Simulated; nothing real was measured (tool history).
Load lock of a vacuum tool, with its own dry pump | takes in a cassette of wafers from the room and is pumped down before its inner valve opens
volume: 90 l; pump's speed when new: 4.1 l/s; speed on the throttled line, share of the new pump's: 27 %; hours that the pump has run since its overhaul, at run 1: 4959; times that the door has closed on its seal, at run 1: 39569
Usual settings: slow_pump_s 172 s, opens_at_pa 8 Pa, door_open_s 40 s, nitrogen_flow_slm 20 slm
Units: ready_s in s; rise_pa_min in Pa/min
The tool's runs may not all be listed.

run	day	slow_pump_s	opens_at_pa	door_open_s	nitrogen_flow_slm	hours that the pump has run since its overhaul	times that the door has closed on its seal	incoming humidity of the room's air, %	ready_s	rise_pa_min
1	0	172	8	40	20	4959	39569	45.6	338.2	0.558
2	3.538	172	8	40	20	5044	39889	45.2	338.3	0.569
3	6.542	297	8	40	20	5116	40162	46.9	426.7	0.575
4	9.483	297	8	40	20	5186	40428	46.1	430.7	0.594
5	13.996	172	14	40	20	5295	40838	42.8	323.4	0.587
6	19.508	172	14	40	20	5427	41337	42	326	0.598
7	23.908	172	14	40	20	5532	41737	43.1	327.3	0.612
8	29.158	172	8	40	17	5658	42212	43.7	338	0.614
9	33.688	172	8	40	17	5767	42623	42.8	340.8	0.635
10	37.383	181	8	40	20	5856	42958	47.4	345.7	0.629
11	42.579	181	8	40	20	5981	43430	40.9	342.6	0.659
# day 46.421: door's seal changed, seat wiped
12	47.596	181	8	40	20	6099	107	43.5	346.3	0.006
13	50.933	172	8	40	20	6180	409	43.5	343.9	0.017
14	57.138	172	8	40	20	6328	972	43.5	341.6	0.018
15	60.133	172	8	40	20	6400	1243	45.1	339.9	0.021
16	66.579	172	8	40	20	6555	1828	49.1	339.1	0.028
17	73.112	172	8	40	20	6712	2420	42.3	339.5	0.025
18	79.662	172	8	40	20	6869	3014	47.4	343.4	0.024
19	83.908	172	8	40	20	6971	3399	43.8	343.3	0.034
20	87.979	172	12	40	20	7069	3768	47.6	335.8	0.035
21	91.917	172	12	40	20	7163	4125	44.1	332.3	0.033
22	95.233	172	12	40	20	7243	4426	42.1	329.8	0.04
23	99.179	101	10	54	10	7337	4784	46.7	283.1	0.041
24	104.412	318	10	152	10	7463	5258	44.3	439.5	0.074
25	110.888	217	12	152	10	7618	5845	44.4	360.6	0.077
26	115.071	217	12	152	10	7719	6224	45.4	361.5	0.087
27	119.046	217	12	152	10	7814	6585	45.3	360.7	0.083
28	123.488	172	8	212	8	7921	6988	45.5	343.2	0.101
29	129.696	172	8	212	8	8070	7550	44.7	340.5	0.111
30	136.379	188	8	40	21	8230	8156	43.2	354.2	0.056
31	141.429	188	12	106	11	8351	8614	49.2	343.4	0.095
32	144.962	232	8	52	20	8436	8935	43.7	386.7	0.064
33	147.925	172	8	60	44	8507	9203	49.1	339.6	0.077
34	152.321	172	8	77	20	8613	9602	45	341.2	0.084
35	156.533	123	10	60	24	8714	9984	42.3	301.1	0.083
36	162.675	123	10	60	24	8861	10540	47.5	304.6	0.093
37	167.921	123	6	60	10	8987	11016	44.8	314.5	0.093

Forecast each of these 4 alternatives for the next run:
A	172.521	123	10	66	27	9098	11433	43.1	?	?
B	172.521	123	6	60	36	9098	11433	46.9	?	?
C	172.521	172	8	40	23	9098	11433	46.8	?	?
D	172.521	322	13	60	10	9098	11433	44.7	?	?

run	ready_s	rise_pa_min
A	305.4	0.098
B	314.5	0.094
C	342.7	0.087
D	438.9	0.095
Without the tool's hidden state the same runs would have given:
run	ready_s	rise_pa_min
A	293.6	0.02
B	302.1	0.016
C	331.2	0.01
D	431.3	0.018
